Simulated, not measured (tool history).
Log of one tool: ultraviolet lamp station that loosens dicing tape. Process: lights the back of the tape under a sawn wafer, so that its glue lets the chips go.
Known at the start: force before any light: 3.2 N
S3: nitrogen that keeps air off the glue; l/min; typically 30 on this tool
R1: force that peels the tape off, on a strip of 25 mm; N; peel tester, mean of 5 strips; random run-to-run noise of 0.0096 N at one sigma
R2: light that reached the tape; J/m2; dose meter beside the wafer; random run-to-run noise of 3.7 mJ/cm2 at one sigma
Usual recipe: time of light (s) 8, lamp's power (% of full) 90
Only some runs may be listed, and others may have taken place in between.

Run 1, hour 0.0: usual settings. Result: R1 0.461 N, R2 5520 J/m2.
Run 2, hour 75.7: usual settings. Result: R1 0.497 N, R2 5270 J/m2.
At hour 102.0: window cleaned of glue's vapour.
Run 3, hour 118.0: usual settings. Result: R1 0.418 N, R2 6050 J/m2.
Run 4, hour 189.0: usual settings. Result: R1 0.461 N, R2 5820 J/m2.
Run 5, hour 275.8: usual settings. Result: R1 0.463 N, R2 5640 J/m2.
Run 6, hour 338.8: usual settings. Result: R1 0.476 N, R2 5540 J/m2.
Run 7, hour 395.6: usual settings. Result: R1 0.486 N, R2 5470 J/m2.
Run 8, hour 440.9: usual settings. Result: R1 0.501 N, R2 5350 J/m2.
At hour 500.2: window cleaned of glue's vapour.
Run 9, hour 516.5: usual settings. Result: R1 0.446 N, R2 5860 J/m2.
Run 10, hour 595.8: usual settings but time of light (s) 4. Result: R1 1.043 N, R2 2820 J/m2.
Run 11, hour 651.3: usual settings but time of light (s) 4. Result: R1 1.053 N, R2 2740 J/m2.
Run 12, hour 689.9: usual settings but time of light (s) 5. Result: R1 0.847 N, R2 3370 J/m2.
Run 13, hour 765.3: usual settings. Result: R1 0.514 N, R2 5270 J/m2.
Run 14, hour 817.9: usual settings. Result: R1 0.528 N, R2 5200 J/m2.
Run 15, hour 856.6: usual settings but S3 19 l/min. Result: R1 0.599 N, R2 5160 J/m2.
At hour 903.3: window cleaned of glue's vapour.
Run 16, hour 925.9: usual settings. Result: R1 0.465 N, R2 5650 J/m2.
Run 17, hour 1004.3: usual settings. Result: R1 0.485 N, R2 5530 J/m2.
Run 18, hour 1048.3: usual settings. Result: R1 0.486 N, R2 5430 J/m2.
Run 19, hour 1094.6: usual settings. Result: R1 0.497 N, R2 5310 J/m2.
Run 20, hour 1148.0: usual settings. Result: R1 0.518 N, R2 5200 J/m2.
Run 21, hour 1198.5: usual settings but S3 15 l/min. Result: R1 0.658 N, R2 5090 J/m2.
Run 22, hour 1243.2: usual settings but S3 15 l/min. Result: R1 0.688 N, R2 4950 J/m2.
At hour 1303.6: window cleaned of glue's vapour.
Run 23, hour 1322.7: usual settings but lamp's power (% of full) 64, S3 29 l/min. Result: R1 0.723 N, R2 3930 J/m2.
Run 24, hour 1360.5: usual settings but time of light (s) 7, lamp's power (% of full) 64, S3 11 l/min. Result: R1 1.121 N, R2 3360 J/m2.
Run 25, hour 1434.8: usual settings but time of light (s) 5, lamp's power (% of full) 65. Result: R1 1.244 N, R2 2400 J/m2.
Run 26, hour 1473.9: usual settings but time of light (s) 5, lamp's power (% of full) 64, S3 12 l/min. Result: R1 1.527 N, R2 2320 J/m2.
Run 27, hour 1556.9: usual settings but lamp's power (% of full) 86, S3 58 l/min. Result: R1 0.485 N, R2 4740 J/m2.
Run 28, hour 1616.8: usual settings but time of light (s) 9, lamp's power (% of full) 67, S3 42 l/min. Result: R1 0.620 N, R2 4090 J/m2.
Run 29, hour 1689.1: usual settings but time of light (s) 12, lamp's power (% of full) 84. Result: R1 0.379 N, R2 6620 J/m2.
At hour 1700.0: window cleaned of glue's vapour.
Run 30, hour 1745.6: usual settings but time of light (s) 5, lamp's power (% of full) 60, S3 53 l/min. Result: R1 1.188 N, R2 2200 J/m2.
Run 31, hour 1790.4: usual settings but time of light (s) 9, lamp's power (% of full) 84, S3 16 l/min. Result: R1 0.573 N, R2 5490 J/m2.
Run 32, hour 1867.9: usual settings but lamp's power (% of full) 64, S3 34 l/min. Result: R1 0.780 N, R2 3580 J/m2.
Run 33, hour 1907.6: usual settings but lamp's power (% of full) 72, S3 39 l/min. Result: R1 0.669 N, R2 3950 J/m2.
Run 34, hour 1980.1: usual settings but lamp's power (% of full) 72, S3 39 l/min. Result: R1 0.708 N, R2 3880 J/m2.
Run 35, hour 2053.3: usual settings but lamp's power (% of full) 72, S3 39 l/min. Result: R1 0.740 N, R2 3670 J/m2.
Run 36, hour 2094.3: usual settings but lamp's power (% of full) 94, S3 15 l/min. Result: R1 0.700 N, R2 4820 J/m2.
At hour 2099.9: window cleaned of glue's vapour.
Run 37, hour 2181.9: usual settings but lamp's power (% of full) 94, S3 15 l/min. Result: R1 0.604 N, R2 5260 J/m2.
Run 38, hour 2231.3: usual settings but time of light (s) 10, S3 15 l/min. Result: R1 0.512 N, R2 6210 J/m2.
Run 39, hour 2303.8: usual settings but time of light (s) 10, S3 15 l/min. Result: R1 0.538 N, R2 6010 J/m2.
Run 40, hour 2380.8: usual settings but time of light (s) 10, lamp's power (% of full) 64, S3 47 l/min. Result: R1 0.602 N, R2 4150 J/m2.
Run 41, hour 2443.8: usual settings but time of light (s) 6, lamp's power (% of full) 88, S3 52 l/min. Result: R1 0.794 N, R2 3340 J/m2.

Branching from run 41: 5 alternative next runs. What would each branch give?
At hour 2500.6: window cleaned of glue's vapour.
Run A, hour 2532.0: usual settings but S3 17 l/min. Result: R1 ?, R2 ?.
At hour 2500.6: window cleaned of glue's vapour.
Run B, hour 2532.0: usual settings but time of light (s) 6, S3 33 l/min. Result: R1 ?, R2 ?.
At hour 2500.6: window cleaned of glue's vapour.
Run C, hour 2532.0: usual settings but time of light (s) 6, lamp's power (% of full) 88, S3 36 l/min. Result: R1 ?, R2 ?.
At hour 2500.6: window cleaned of glue's vapour.
Run D, hour 2532.0: usual settings but time of light (s) 6, S3 60 l/min. Result: R1 ?, R2 ?.
At hour 2500.6: window cleaned of glue's vapour.
Run E, hour 2532.0: usual settings but lamp's power (% of full) 63. Result: R1 ?, R2 ?.

run     R1    R2
  A  0.657  4990
  B  0.742  3750
  C  0.751  3680
  D  0.673  3800
  E  0.845  3510
Stripped of hidden state, with their random variation kept, the same runs would have yielded:
run     R1    R2
  A  0.497  6210
  B  0.564  4670
  C  0.572  4580
  D  0.509  4730
  E  0.648  4360
